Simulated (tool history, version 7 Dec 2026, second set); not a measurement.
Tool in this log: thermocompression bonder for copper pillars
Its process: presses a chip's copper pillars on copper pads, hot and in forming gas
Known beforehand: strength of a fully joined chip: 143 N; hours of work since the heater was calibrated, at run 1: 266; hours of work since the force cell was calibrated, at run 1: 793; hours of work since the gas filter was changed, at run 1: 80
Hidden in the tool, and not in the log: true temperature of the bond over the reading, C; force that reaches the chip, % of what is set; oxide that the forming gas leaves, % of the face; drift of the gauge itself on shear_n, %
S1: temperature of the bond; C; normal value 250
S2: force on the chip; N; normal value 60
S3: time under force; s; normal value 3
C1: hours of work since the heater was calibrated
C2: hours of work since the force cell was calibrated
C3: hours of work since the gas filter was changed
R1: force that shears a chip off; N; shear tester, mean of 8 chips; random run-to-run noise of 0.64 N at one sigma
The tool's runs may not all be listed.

run,day,S1,S2,S3,C1,C2,C3,R1
1,0,250,60,3,266,793,80,76.5
2,2.192,271,60,3,302,829,116,91.9
3,3.425,271,60,3,323,849,136,90.4
4,6.183,250,60,3,368,894,181,74.3
5,7.604,250,60,6,391,918,205,89.4
6,9.317,250,60,6,420,946,233,88.3
7,10.862,252,60,3,445,971,258,74.5
# day 11.017: forming gas filter changed
8,13.65,252,60,3,491,1017,43,80.1
9,16.425,250,60,9,536,1063,89,105.3
10,19.179,250,60,6,581,1108,134,92.7
11,21.575,250,60,2,621,1147,174,65.2
12,23.796,250,60,2,657,1184,210,64.7
13,25.025,250,60,2,677,1204,230,64.6
14,26.546,269,60,2,702,1229,255,75.8
# day 26.883: forming gas filter changed
15,28.067,250,60,3,727,1254,19,80.2
16,29.975,250,60,3,759,1285,51,80.4
17,32.479,226,60,3,800,1326,92,60.9
18,33.65,226,60,3,819,1345,111,60.6
19,35.296,226,60,3,846,1372,138,59.1
20,37.279,268,88,7,879,1405,171,122.4
21,39.783,226,58,3,920,1446,212,56.8
22,40.975,241,60,3,939,1466,232,68.4
# day 41.158: force cell calibrated
# day 42.858: forming gas filter changed
23,43.117,225,60,5,973,32,4,77.3
24,45.488,268,41,5,1012,71,43,88.1
25,47.021,228,54,5,1037,96,68,71.3
# day 47.6: heater calibrated with a thermocouple chip
26,48.979,228,54,5,23,127,99,66.6
27,50.267,229,60,3,44,148,120,60.9
28,53.012,229,60,3,89,193,166,59.2
# day 54.488: force cell calibrated, once more
29,54.792,225,54,2,117,5,194,40.7
30,57.217,225,69,2,157,45,234,49.5
# day 58.938: forming gas filter changed
31,59.375,225,69,2,192,80,7,55.3
32,61.45,225,69,2,226,114,41,55.1
33,63.933,266,70,3,267,155,82,95.2

Run 34 comes next. What will it give?
34,65.496,266,40,2,293,181,108,?

{"run 34": {"R1": 57}}
With the hidden condition absent and the run-to-run variation left alone, this run would have shown R1 58.8 N.
